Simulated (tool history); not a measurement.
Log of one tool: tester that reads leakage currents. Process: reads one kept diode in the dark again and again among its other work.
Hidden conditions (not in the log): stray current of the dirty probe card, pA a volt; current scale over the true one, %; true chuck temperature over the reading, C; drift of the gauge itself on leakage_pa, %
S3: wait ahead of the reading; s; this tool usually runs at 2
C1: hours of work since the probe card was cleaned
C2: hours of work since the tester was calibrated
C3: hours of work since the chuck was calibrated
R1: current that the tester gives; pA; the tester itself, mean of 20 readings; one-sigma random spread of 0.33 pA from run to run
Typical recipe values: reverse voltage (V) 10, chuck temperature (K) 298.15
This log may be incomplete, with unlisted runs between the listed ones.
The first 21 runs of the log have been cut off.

{"run": 22, "hour": 2875.8, "reverse voltage (V)": 2.4, "chuck temperature (K)": 298.15, "S3": 2, "C1": 833, "C2": 1296, "C3": 481, "R1": 48.47}
{"run": 23, "hour": 2996.8, "reverse voltage (V)": 2.4, "chuck temperature (K)": 301.15, "S3": 5.97, "C1": 892, "C2": 1355, "C3": 540, "R1": 61.34}
{"run": 24, "hour": 3157.0, "reverse voltage (V)": 14.4, "chuck temperature (K)": 304.15, "S3": 8.77, "C1": 971, "C2": 1433, "C3": 619, "R1": 208.95}
{"run": 25, "hour": 3277.9, "reverse voltage (V)": 12.1, "chuck temperature (K)": 301.15, "S3": 8.59, "C1": 1030, "C2": 1493, "C3": 678, "R1": 149.04}
{"run": 26, "hour": 3473.3, "reverse voltage (V)": 4.5, "chuck temperature (K)": 298.15, "S3": 5.47, "C1": 1126, "C2": 1589, "C3": 774, "R1": 68.46}
{"run": 27, "hour": 3568.4, "reverse voltage (V)": 4.5, "chuck temperature (K)": 320.15, "S3": 0.67, "C1": 1172, "C2": 1635, "C3": 820, "R1": 359.96}
{"run": 28, "hour": 3752.6, "reverse voltage (V)": 1.7, "chuck temperature (K)": 293.15, "S3": 2.74, "C1": 1263, "C2": 1725, "C3": 911, "R1": 26.56}
{"hour": 3828.9, "done": "probe card cleaned and baked"}
{"run": 29, "hour": 3940.4, "reverse voltage (V)": 10, "chuck temperature (K)": 298.15, "S3": 1.11, "C1": 55, "C2": 1816, "C3": 1001, "R1": 108.36}
{"run": 30, "hour": 4050.3, "reverse voltage (V)": 1, "chuck temperature (K)": 323.15, "S3": 2.49, "C1": 109, "C2": 1870, "C3": 1055, "R1": 193.67}
{"hour": 4158.0, "done": "chuck's temperature calibrated"}
{"run": 31, "hour": 4203.9, "reverse voltage (V)": 1.8, "chuck temperature (K)": 298.15, "S3": 1.46, "C1": 183, "C2": 1944, "C3": 23, "R1": 41.54}
{"run": 32, "hour": 4295.1, "reverse voltage (V)": 1.8, "chuck temperature (K)": 298.15, "S3": 1.46, "C1": 228, "C2": 1989, "C3": 67, "R1": 41.47}
{"run": 33, "hour": 4439.2, "reverse voltage (V)": 2.3, "chuck temperature (K)": 298.15, "S3": 5.1, "C1": 298, "C2": 2060, "C3": 138, "R1": 46.97}
{"run": 34, "hour": 4580.8, "reverse voltage (V)": 1.1, "chuck temperature (K)": 313.15, "S3": 1.43, "C1": 368, "C2": 2129, "C3": 207, "R1": 100.15}
{"run": 35, "hour": 4666.5, "reverse voltage (V)": 4.4, "chuck temperature (K)": 298.15, "S3": 2, "C1": 410, "C2": 2171, "C3": 249, "R1": 67.85}
{"run": 36, "hour": 4747.4, "reverse voltage (V)": 2.3, "chuck temperature (K)": 323.15, "S3": 1.43, "C1": 449, "C2": 2211, "C3": 289, "R1": 305.32}
{"run": 37, "hour": 4868.7, "reverse voltage (V)": 14.4, "chuck temperature (K)": 326.15, "S3": 1.43, "C1": 509, "C2": 2270, "C3": 348, "R1": 1030.97}
{"run": 38, "hour": 5029.6, "reverse voltage (V)": 4.1, "chuck temperature (K)": 309.15, "S3": 0.54, "C1": 588, "C2": 2349, "C3": 427, "R1": 155.03}
{"run": 39, "hour": 5180.0, "reverse voltage (V)": 4.9, "chuck temperature (K)": 301.15, "S3": 0.53, "C1": 661, "C2": 2423, "C3": 501, "R1": 95.03}

What if the next run were any one of these 3? Each begins from the tool's condition after run 39:
{"run": "A", "hour": 5330.1, "reverse voltage (V)": 4.9, "chuck temperature (K)": 328.15, "S3": 0.53, "C1": 735, "C2": 2496, "C3": 575, "R1": "?"}
{"run": "B", "hour": 5330.1, "reverse voltage (V)": 13.8, "chuck temperature (K)": 301.15, "S3": 0.53, "C1": 735, "C2": 2496, "C3": 575, "R1": "?"}
{"run": "C", "hour": 5330.1, "reverse voltage (V)": 4.9, "chuck temperature (K)": 301.15, "S3": 1, "C1": 735, "C2": 2496, "C3": 575, "R1": "?"}

run=A R1=651.04
run=B R1=169.73
run=C R1=92.2
Had the tool no hidden state, the same runs would have come out as:
run=A R1=650.95
run=B R1=169.62
run=C R1=92.15

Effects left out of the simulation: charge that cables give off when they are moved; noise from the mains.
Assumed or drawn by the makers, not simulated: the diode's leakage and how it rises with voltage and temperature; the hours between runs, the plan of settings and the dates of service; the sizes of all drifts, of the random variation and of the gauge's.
